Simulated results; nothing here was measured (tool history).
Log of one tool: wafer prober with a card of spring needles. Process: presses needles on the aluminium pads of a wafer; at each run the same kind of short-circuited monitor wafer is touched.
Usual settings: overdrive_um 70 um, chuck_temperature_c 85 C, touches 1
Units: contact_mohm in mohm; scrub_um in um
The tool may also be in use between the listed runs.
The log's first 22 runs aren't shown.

run   hour  overdrive_um  chuck_temperature_c  touches  contact_mohm  scrub_um
     255.5  -- tips cleaned on abrasive film
 23  265.1            66                   77        1           168      9.85
 24  280.7            66                   77        1           167      9.86
     281.7  -- tips cleaned on abrasive film
 25  296.2            58                   85        2           171      8.67
 26  306.8            68                   85        1           168     10.16
     309.1  -- tips cleaned on abrasive film
 27  315.5            50                   37        2           166      7.46
 28  326.4            62                   56        1           169      9.31
     335.5  -- tips cleaned on abrasive film
 29  337.9            70                   85        2           166     10.47
 30  346.3            70                   85        3           169     10.51
 31    359            52                   66        2           171      7.81
       362  -- tips cleaned on abrasive film
 32  373.2            52                   84        3           176      7.82
 33  386.7            59                   55        1           164      8.84
     389.2  -- tips cleaned on abrasive film
 34  394.3            59                   55        1           165      8.87
     405.9  -- gauge calibrated
 35  409.1            70                   48        1           162     10.27

Forecast each of these 3 alternatives for the next run:
     415.6  -- tips cleaned on abrasive film
  A  417.2            70                  123        1             ?         ?
     415.6  -- tips cleaned on abrasive film
  B  417.2            70                   48        1             ?         ?
     415.6  -- tips cleaned on abrasive film
  C  417.2            72                   38        1             ?         ?

run  contact_mohm  scrub_um
  A           174     10.27
  B           159     10.27
  C           158     10.51
Without the tool's hidden state the same runs would have given:
run  contact_mohm  scrub_um
  A           174     10.26
  B           159     10.26
  C           158      10.5

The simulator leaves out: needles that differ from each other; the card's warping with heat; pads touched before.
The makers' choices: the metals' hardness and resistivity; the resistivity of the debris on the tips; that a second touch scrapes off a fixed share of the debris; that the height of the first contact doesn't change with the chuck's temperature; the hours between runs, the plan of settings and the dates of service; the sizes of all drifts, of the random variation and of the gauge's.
